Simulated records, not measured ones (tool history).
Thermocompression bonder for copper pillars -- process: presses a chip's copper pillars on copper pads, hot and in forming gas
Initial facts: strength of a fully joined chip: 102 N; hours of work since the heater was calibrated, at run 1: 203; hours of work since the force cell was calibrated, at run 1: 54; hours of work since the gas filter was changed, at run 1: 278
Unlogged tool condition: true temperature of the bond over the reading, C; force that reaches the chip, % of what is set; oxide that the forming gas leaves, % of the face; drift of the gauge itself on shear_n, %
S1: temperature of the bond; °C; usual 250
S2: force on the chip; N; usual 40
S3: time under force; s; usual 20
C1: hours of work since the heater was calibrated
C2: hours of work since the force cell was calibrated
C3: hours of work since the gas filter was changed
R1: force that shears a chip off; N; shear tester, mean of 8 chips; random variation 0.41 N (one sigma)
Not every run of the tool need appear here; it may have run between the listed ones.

run,hour,S1,S2,S3,C1,C2,C3,R1
1,0.0,250,40,20,203,54,278,53.6
2,62.3,250,40,20,245,96,320,52.9
3,125.5,250,40,20,288,139,363,53.2
# hour 141.6: forming gas filter changed
4,175.2,250,40,20,321,172,23,52.4
5,224.3,250,40,20,354,205,56,53.0
6,259.7,250,40,20,378,229,80,54.1
7,317.8,250,40,20,417,268,119,52.8
8,356.5,250,40,20,443,294,145,53.4
9,414.5,250,40,20,482,334,184,52.9
10,453.0,250,40,20,508,359,210,52.9
11,512.2,250,40,20,548,399,250,52.6
12,579.2,250,40,20,593,445,295,53.1
13,645.5,250,40,20,638,489,340,53.7
# hour 696.5: forming gas filter changed
14,701.9,250,40,20,676,527,4,54.2
15,756.8,250,40,20,713,564,41,52.3
16,790.7,247,40,20,736,587,64,51.8
17,831.8,247,40,20,764,615,91,51.2
18,872.5,247,40,20,791,642,119,52.1
19,924.9,247,40,20,826,677,154,51.0
20,967.0,250,40,20,855,706,182,52.5
21,996.2,250,26,49,874,726,202,55.3
22,1041.5,279,38,17,905,756,233,62.1
23,1097.9,279,38,17,943,794,271,61.4
24,1158.8,279,38,17,984,835,312,61.9
25,1217.6,270,40,20,1024,875,351,62.2
# hour 1252.0: forming gas filter changed
26,1253.2,278,48,20,1047,899,1,71.8
27,1320.7,258,38,18,1093,944,46,53.6
28,1365.7,235,30,21,1123,974,77,38.6
29,1422.4,235,30,21,1162,1013,115,38.7
30,1491.6,265,51,21,1208,1059,162,69.0
31,1553.9,253,45,17,1250,1101,204,54.5
32,1589.5,250,56,42,1274,1125,228,77.5
33,1635.4,250,56,42,1305,1156,259,77.1
34,1701.5,229,40,40,1350,1201,303,54.5
35,1733.1,254,40,20,1371,1222,324,53.6
# hour 1771.1: heater calibrated with a thermocouple chip
36,1772.7,245,38,30,1,1248,350,56.4
# hour 1810.4: forming gas filter changed
37,1816.9,231,38,36,31,1277,4,52.4
38,1885.4,236,40,13,77,1323,51,38.9
39,1944.7,236,40,13,117,1363,91,39.8
40,1991.6,236,40,13,148,1395,122,39.1

For each entry between runs, how does the tool's hidden state at the last listed run before it compare with that at the first listed run after it?
Run 3 -> run 4: forming gas filter changed (hour 141.6)
  oxide that the forming gas leaves, % of the face: 0.89 -> 0.52
Run 13 -> run 14: forming gas filter changed (hour 696.5)
  oxide that the forming gas leaves, % of the face: 0.85 -> 0.51
Run 25 -> run 26: forming gas filter changed (hour 1252.0)
  oxide that the forming gas leaves, % of the face: 0.87 -> 0.5
Run 35 -> run 36: heater calibrated with a thermocouple chip (hour 1771.1)
  true temperature of the bond over the reading, C: 0.4 -> 0.1; oxide that the forming gas leaves, % of the face: 0.83 -> 0.85
Run 36 -> run 37: forming gas filter changed (hour 1810.4)
  oxide that the forming gas leaves, % of the face: 0.85 -> 0.51
